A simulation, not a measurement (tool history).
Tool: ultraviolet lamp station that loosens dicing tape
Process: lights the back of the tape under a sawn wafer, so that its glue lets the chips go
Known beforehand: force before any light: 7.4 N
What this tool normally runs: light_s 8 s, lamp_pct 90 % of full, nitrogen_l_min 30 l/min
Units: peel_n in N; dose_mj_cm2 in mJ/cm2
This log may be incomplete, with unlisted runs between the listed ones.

run     day  light_s  lamp_pct  nitrogen_l_min  peel_n  dose_mj_cm2
  1   0.000        8        90              30   0.837          381
  2   0.775        8        90              30   0.841          373
  3   1.175        8        90              30   0.878          374
  4   1.538        8        90              30   0.861          378
  5   2.154        8        90              30   0.895          371
  6   2.650        8        91              30   0.831          379
  7   3.508        8        90              25   0.974          370
  8   4.321        8        90              25   0.952          372
  9   4.742        8        90              25   0.961          369
 10   5.612        8        90              30   0.874          366
 11   6.388        8        90              30   0.887          372
 12   7.167        8        90              30   0.932          365
 13   7.654        8        90              30   0.893          365
 14   8.188        8        79              30   1.162          318
 15   8.958        8        90              30   0.960          362
 16   9.688        5        90              30   1.961          227
 17  10.462        8        90              30   0.927          362
 18  11.188        8        90              30   0.928          358
 19  11.604        8        90              30   0.962          362
 20  12.283        8        90              30   0.937          356
 21  12.767        8        90              30   0.939          357
 22  13.500        8        90              13   1.371          356
 23  14.188        8        90              13   1.368          353
 24  14.721        8        90              11   1.481          357
 25  15.467        8        90              11   1.485          354
 26  15.942        8        90              11   1.330          386
 27  16.608        8        74              30   1.157          312
 28  17.208        8        74              30   1.171          315
 29  17.954        8        74              30   1.193          315
 30  18.571       10        71              17   1.090          378
 31  18.992       10        71               9   1.411          379
 32  19.371        8        71              30   1.301          300
 33  20.033        5        70              22   2.739          182
 34  20.679        7        88              12   1.577          320
 35  21.371        7        88              12   1.624          323
 36  22.012        4        68              49   2.890          142
 37  22.438        4        68              49   2.921          146
 38  23.146       12        77               9   0.957          483
 39  23.925        4        77               9   3.641          161
 40  24.504        9        66               9   1.858          309
 41  24.954       12        67              30   0.696          414
 42  25.804        4        85              30   2.504          173
 43  26.525        4        85              30   2.625          173

Removed from this log: 1 entry logged between the listed runs. Between which two listed runs does each belong, and how does the tool's hidden state at the listed run before it compare with that at the listed run after it?
Between runs 25 and 26: window cleaned of glue's vapour (day 15.900)
  lamp's light, % of a new lamp's: 94.9 -> 94.8; light that the window lets through, % of a clean one's: 91.3 -> 99.9
  measured result minus the result with no hidden state, peel_n: +0.302 -> +0.113 N; dose_mj_cm2: -55 -> -22 mJ/cm2
